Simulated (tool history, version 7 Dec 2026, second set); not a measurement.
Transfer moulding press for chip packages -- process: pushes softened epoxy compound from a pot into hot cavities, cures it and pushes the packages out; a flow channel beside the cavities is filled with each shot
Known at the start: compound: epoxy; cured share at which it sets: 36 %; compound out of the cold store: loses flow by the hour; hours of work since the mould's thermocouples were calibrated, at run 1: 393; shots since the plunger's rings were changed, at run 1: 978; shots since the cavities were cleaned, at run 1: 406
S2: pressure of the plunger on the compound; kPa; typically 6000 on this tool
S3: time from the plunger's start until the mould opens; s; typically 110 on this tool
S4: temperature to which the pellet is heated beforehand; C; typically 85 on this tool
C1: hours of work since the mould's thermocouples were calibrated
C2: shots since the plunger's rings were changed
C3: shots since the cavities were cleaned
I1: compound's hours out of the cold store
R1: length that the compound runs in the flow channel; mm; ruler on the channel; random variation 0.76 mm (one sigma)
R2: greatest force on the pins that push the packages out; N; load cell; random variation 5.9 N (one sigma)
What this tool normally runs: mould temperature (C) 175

run 1 day=0 | mould_temperature_(C)=175 S2=6000 S3=110 S4=85 | C1=393 C2=978 C3=406 | I1=9.2 | R1=768.8 R2=408
-- day=0.262 cavities cleaned with cleaning compound and waxed
run 2 day=1.075 | mould_temperature_(C)=175 S2=6000 S3=110 S4=85 | C1=412 C2=1307 C3=263 | I1=21.3 | R1=728.9 R2=361
-- day=1.762 cavities cleaned with cleaning compound and waxed
run 3 day=2.504 | mould_temperature_(C)=175 S2=6000 S3=110 S4=85 | C1=438 C2=1750 C3=240 | I1=15.4 | R1=745.9 R2=350
-- day=3.4 cavities cleaned with cleaning compound and waxed
run 4 day=4.25 | mould_temperature_(C)=175 S2=6000 S3=110 S4=85 | C1=470 C2=2296 C3=275 | I1=43.7 | R1=660.8 R2=354
-- day=4.925 cavities cleaned with cleaning compound and waxed
-- day=5.729 plunger's sealing rings changed
run 5 day=6.233 | mould_temperature_(C)=175 S2=6000 S3=110 S4=85 | C1=505 C2=162 C3=389 | I1=39 | R1=683.1 R2=402
-- day=6.508 cavities cleaned with cleaning compound and waxed
-- day=7.921 mould's thermocouples calibrated
-- day=8.15 cavities cleaned with cleaning compound and waxed
run 6 day=8.267 | mould_temperature_(C)=175 S2=5550 S3=110 S4=85 | C1=5 C2=754 C3=38 | I1=28.8 | R1=681.3 R2=253
-- day=9.629 cavities cleaned with cleaning compound and waxed
run 7 day=9.629 | mould_temperature_(C)=175 S2=6000 S3=110 S4=94 | C1=30 C2=1176 C3=0 | I1=45.4 | R1=658 R2=220
-- day=11.15 cavities cleaned with cleaning compound and waxed
run 8 day=11.425 | mould_temperature_(C)=175 S2=4650 S3=110 S4=85 | C1=63 C2=1738 C3=89 | I1=43.7 | R1=583.6 R2=286
run 9 day=12.308 | mould_temperature_(C)=178 S2=4650 S3=110 S4=85 | C1=80 C2=2025 C3=376 | I1=11.2 | R1=659.1 R2=381
-- day=12.621 cavities cleaned with cleaning compound and waxed
run 10 day=13.479 | mould_temperature_(C)=178 S2=4650 S3=110 S4=85 | C1=101 C2=2385 C3=278 | I1=42.9 | R1=578.4 R2=342
-- day=14.179 cavities cleaned with cleaning compound and waxed
-- day=14.646 plunger's sealing rings changed
run 11 day=15.45 | mould_temperature_(C)=178 S2=4650 S3=110 S4=85 | C1=135 C2=261 C3=379 | I1=19.1 | R1=646 R2=391
-- day=15.796 cavities cleaned with cleaning compound and waxed
run 12 day=16.896 | mould_temperature_(C)=178 S2=4650 S3=110 S4=85 | C1=162 C2=709 C3=357 | I1=42.5 | R1=584.9 R2=385
-- day=17.371 cavities cleaned with cleaning compound and waxed
run 13 day=18.758 | mould_temperature_(C)=178 S2=4650 S3=110 S4=85 | C1=196 C2=1293 C3=450 | I1=13.8 | R1=654.8 R2=417
-- day=18.946 cavities cleaned with cleaning compound and waxed
run 14 day=19.829 | mould_temperature_(C)=174 S2=6300 S3=118 S4=94 | C1=215 C2=1619 C3=286 | I1=46.3 | R1=675.9 R2=356
-- day=20.479 cavities cleaned with cleaning compound and waxed
run 15 day=21.325 | mould_temperature_(C)=174 S2=6300 S3=118 S4=94 | C1=242 C2=2085 C3=274 | I1=14.7 | R1=766.1 R2=372

Below are 4 alternative next runs, each starting from the tool's condition after run 15. Predict each:
-- day=21.992 cavities cleaned with cleaning compound and waxed
run A day=22.312 | mould_temperature_(C)=175 S2=4850 S3=138 S4=85 | C1=260 C2=2384 C3=103 | I1=17.9 | R1=? R2=?
-- day=21.992 cavities cleaned with cleaning compound and waxed
run B day=22.312 | mould_temperature_(C)=169 S2=6000 S3=110 S4=86 | C1=260 C2=2384 C3=103 | I1=21.2 | R1=? R2=?
-- day=21.992 cavities cleaned with cleaning compound and waxed
run C day=22.312 | mould_temperature_(C)=181 S2=6300 S3=130 S4=85 | C1=260 C2=2384 C3=103 | I1=13.8 | R1=? R2=?
-- day=21.992 cavities cleaned with cleaning compound and waxed
run D day=22.312 | mould_temperature_(C)=174 S2=6300 S3=118 S4=80 | C1=260 C2=2384 C3=103 | I1=23.9 | R1=? R2=?

run=A R1=660 R2=279
run=B R1=738.3 R2=376
run=C R1=749.8 R2=279
run=D R1=735.5 R2=294
Had the tool no hidden state, the same runs would have come out as:
run=A R1=671 R2=210
run=B R1=750.4 R2=270
run=C R1=762.6 R2=212
run=D R1=747.7 R2=220

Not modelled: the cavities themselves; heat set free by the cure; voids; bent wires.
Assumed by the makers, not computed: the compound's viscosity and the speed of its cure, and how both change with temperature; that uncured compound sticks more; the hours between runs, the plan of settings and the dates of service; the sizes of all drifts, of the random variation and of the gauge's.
